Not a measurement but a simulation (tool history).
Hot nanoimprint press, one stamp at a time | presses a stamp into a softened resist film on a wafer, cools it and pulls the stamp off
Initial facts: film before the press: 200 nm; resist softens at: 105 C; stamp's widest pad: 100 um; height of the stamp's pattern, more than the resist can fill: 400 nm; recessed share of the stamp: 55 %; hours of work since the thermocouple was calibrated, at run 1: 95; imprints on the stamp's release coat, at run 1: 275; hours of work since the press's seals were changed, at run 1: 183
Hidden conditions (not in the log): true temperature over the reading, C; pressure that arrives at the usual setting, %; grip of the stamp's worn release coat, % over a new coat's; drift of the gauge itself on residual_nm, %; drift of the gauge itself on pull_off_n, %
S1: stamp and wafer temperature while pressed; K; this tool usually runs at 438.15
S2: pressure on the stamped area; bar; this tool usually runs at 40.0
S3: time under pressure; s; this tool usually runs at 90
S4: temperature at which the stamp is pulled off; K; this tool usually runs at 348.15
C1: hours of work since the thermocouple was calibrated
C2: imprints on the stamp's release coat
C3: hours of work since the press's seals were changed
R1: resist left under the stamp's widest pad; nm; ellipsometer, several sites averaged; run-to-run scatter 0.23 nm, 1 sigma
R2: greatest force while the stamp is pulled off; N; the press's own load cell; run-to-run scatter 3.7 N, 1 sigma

run 1 hour=0.0 | S1=438.15 S2=40.0 S3=90 S4=348.15 | C1=95 C2=275 C3=183 | R1=72.0 R2=254
run 2 hour=7.2 | S1=438.15 S2=40.0 S3=90 S4=348.15 | C1=101 C2=296 C3=189 | R1=71.6 R2=258
run 3 hour=12.2 | S1=438.15 S2=40.0 S3=90 S4=348.15 | C1=105 C2=311 C3=193 | R1=72.1 R2=254
run 4 hour=19.6 | S1=438.15 S2=40.0 S3=90 S4=348.15 | C1=110 C2=334 C3=198 | R1=72.0 R2=258
run 5 hour=24.1 | S1=438.15 S2=40.0 S3=90 S4=348.15 | C1=114 C2=348 C3=202 | R1=72.2 R2=263
run 6 hour=30.4 | S1=435.15 S2=40.0 S3=90 S4=348.15 | C1=119 C2=367 C3=207 | R1=81.7 R2=252
run 7 hour=38.5 | S1=435.15 S2=40.0 S3=90 S4=348.15 | C1=125 C2=391 C3=213 | R1=81.7 R2=258
run 8 hour=45.8 | S1=435.15 S2=40.0 S3=90 S4=348.15 | C1=131 C2=413 C3=218 | R1=81.8 R2=269
run 9 hour=52.2 | S1=435.15 S2=40.0 S3=90 S4=348.15 | C1=136 C2=433 C3=223 | R1=81.2 R2=260
run 10 hour=59.6 | S1=435.15 S2=40.0 S3=90 S4=348.15 | C1=141 C2=455 C3=229 | R1=81.3 R2=269
run 11 hour=69.4 | S1=438.15 S2=40.0 S3=90 S4=348.15 | C1=149 C2=485 C3=237 | R1=71.3 R2=265
run 12 hour=79.5 | S1=438.15 S2=40.0 S3=90 S4=348.15 | C1=157 C2=516 C3=245 | R1=71.4 R2=266
run 13 hour=87.5 | S1=438.15 S2=40.0 S3=90 S4=348.15 | C1=163 C2=540 C3=251 | R1=71.5 R2=273
run 14 hour=93.5 | S1=438.15 S2=40.0 S3=90 S4=348.15 | C1=168 C2=558 C3=255 | R1=71.6 R2=281
run 15 hour=98.6 | S1=448.15 S2=40.0 S3=90 S4=348.15 | C1=172 C2=573 C3=259 | R1=47.7 R2=280
run 16 hour=103.7 | S1=448.15 S2=40.0 S3=49 S4=348.15 | C1=175 C2=589 C3=263 | R1=62.0 R2=277
run 17 hour=113.3 | S1=438.15 S2=34.4 S3=90 S4=348.15 | C1=183 C2=618 C3=271 | R1=76.9 R2=282
run 18 hour=123.6 | S1=437.15 S2=31.9 S3=155 S4=354.15 | C1=191 C2=649 C3=279 | R1=66.3 R2=254
run 19 hour=129.9 | S1=437.15 S2=51.0 S3=155 S4=354.15 | C1=196 C2=668 C3=283 | R1=52.5 R2=248
-- hour=133.5 plate thermocouple calibrated
run 20 hour=139.0 | S1=438.15 S2=40.6 S3=90 S4=341.15 | C1=4 C2=687 C3=288 | R1=69.2 R2=319
run 21 hour=147.0 | S1=441.15 S2=40.1 S3=91 S4=338.15 | C1=10 C2=711 C3=294 | R1=61.5 R2=326
run 22 hour=151.7 | S1=441.15 S2=40.1 S3=91 S4=338.15 | C1=14 C2=725 C3=298 | R1=61.8 R2=332
run 23 hour=155.9 | S1=449.15 S2=61.3 S3=128 S4=348.15 | C1=17 C2=738 C3=301 | R1=30.8 R2=283
run 24 hour=166.2 | S1=449.15 S2=61.3 S3=128 S4=348.15 | C1=25 C2=769 C3=309 | R1=30.7 R2=287
run 25 hour=173.4 | S1=449.15 S2=61.3 S3=128 S4=348.15 | C1=31 C2=791 C3=315 | R1=30.9 R2=293
-- hour=181.8 stamp cleaned and given a new release coat
-- hour=185.7 plate thermocouple calibrated, once more
run 26 hour=187.0 | S1=430.15 S2=32.2 S3=90 S4=348.15 | C1=1 C2=7 C3=318 | R1=112.5 R2=236
run 27 hour=194.5 | S1=446.15 S2=25.7 S3=90 S4=348.15 | C1=7 C2=30 C3=324 | R1=66.5 R2=237
run 28 hour=201.2 | S1=446.15 S2=56.9 S3=83 S4=350.15 | C1=12 C2=50 C3=329 | R1=45.7 R2=231
run 29 hour=209.6 | S1=439.15 S2=24.5 S3=75 S4=353.15 | C1=18 C2=75 C3=336 | R1=94.7 R2=219

Here are 4 independent what-if runs from the current tool condition. What would each one return?
run A hour=216.1 | S1=438.15 S2=56.2 S3=90 S4=348.15 | C1=23 C2=95 C3=341 | R1=? R2=?
run B hour=216.1 | S1=439.15 S2=35.2 S3=75 S4=353.15 | C1=23 C2=95 C3=341 | R1=? R2=?
run C hour=216.1 | S1=446.15 S2=24.5 S3=75 S4=346.15 | C1=23 C2=95 C3=341 | R1=? R2=?
run D hour=216.1 | S1=438.15 S2=40.0 S3=164 S4=348.15 | C1=23 C2=95 C3=341 | R1=? R2=?

run=A R1=62.1 R2=238
run=B R1=80.9 R2=229
run=C R1=73.1 R2=244
run=D R1=56.9 R2=245
The same runs, with their run-to-run variation unchanged, on a tool lacking any hidden condition would have given:
run=A R1=62.1 R2=232
run=B R1=80.9 R2=223
run=C R1=73.2 R2=237
run=D R1=56.9 R2=239
